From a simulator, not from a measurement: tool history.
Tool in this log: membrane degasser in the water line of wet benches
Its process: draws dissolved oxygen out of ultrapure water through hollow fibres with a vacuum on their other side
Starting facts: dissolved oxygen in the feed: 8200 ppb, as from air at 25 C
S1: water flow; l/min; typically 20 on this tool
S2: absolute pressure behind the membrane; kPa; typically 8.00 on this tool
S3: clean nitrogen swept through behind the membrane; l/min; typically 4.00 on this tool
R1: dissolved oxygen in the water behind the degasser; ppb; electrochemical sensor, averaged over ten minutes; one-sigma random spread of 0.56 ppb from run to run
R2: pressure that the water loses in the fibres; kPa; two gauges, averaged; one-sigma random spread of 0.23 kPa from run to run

run	hour	S1	S2	S3	R1	R2
1	0.0	20	8.00	4.00	61.9	58.27
2	49.0	20	8.00	4.00	62.0	58.40
3	107.7	20	18.41	4.00	187.5	58.24
4	148.5	20	18.41	4.00	186.3	58.47
5	234.2	20	18.41	4.00	186.0	58.78
6	293.1	22	8.00	4.00	68.9	64.33
7	361.9	17	8.00	4.00	52.0	49.97
8	441.1	17	8.00	4.00	52.6	49.87
9	521.6	17	8.00	4.00	52.3	49.74
10	599.9	20	15.28	4.00	153.1	59.12
11	659.1	16	8.00	4.00	49.6	47.25
12	697.5	16	8.00	4.00	49.5	47.03
13	768.5	16	8.00	4.00	50.5	47.36
14	830.6	16	8.00	4.00	50.1	47.40
15	909.5	20	8.00	3.26	76.5	58.59
16	974.9	20	8.00	3.26	77.1	58.97
17	1040.3	18	8.00	3.35	68.7	53.16
18	1088.9	18	8.00	3.35	67.4	53.54
19	1160.3	27	6.75	3.01	89.1	80.24
20	1220.9	27	6.75	3.01	89.7	80.43
21	1269.1	32	8.50	6.33	86.4	94.96
22	1337.1	21	8.50	6.33	50.2	62.77
23	1388.7	21	10.18	4.06	93.5	62.26
24	1464.5	13	4.85	4.06	15.0	38.96
25	1513.5	13	10.79	4.53	56.3	38.71
26	1571.1	13	10.79	4.53	56.4	38.83
27	1619.8	20	8.34	2.85	94.2	59.33
28	1659.2	29	8.41	3.81	110.7	86.53
29	1722.6	17	8.00	4.00	54.9	50.75
30	1794.3	32	8.56	2.28	194.5	95.80
31	1837.9	14	14.41	3.28	121.4	41.62
32	1915.2	31	4.97	8.59	36.8	92.42

Alternative continuations, all from the tool just after run 32; predict every row:
A	1956.0	30	7.63	9.86	?	?
B	1956.0	24	8.86	6.65	?	?
C	1956.0	23	4.97	8.59	?	?

run	R1	R2
A	52.8	89.95
B	60.0	71.46
C	20.5	68.61
The same runs, with their run-to-run variation unchanged, on a tool lacking any hidden condition would have given:
run	R1	R2
A	45.3	84.26
B	54.8	66.92
C	16.6	64.24

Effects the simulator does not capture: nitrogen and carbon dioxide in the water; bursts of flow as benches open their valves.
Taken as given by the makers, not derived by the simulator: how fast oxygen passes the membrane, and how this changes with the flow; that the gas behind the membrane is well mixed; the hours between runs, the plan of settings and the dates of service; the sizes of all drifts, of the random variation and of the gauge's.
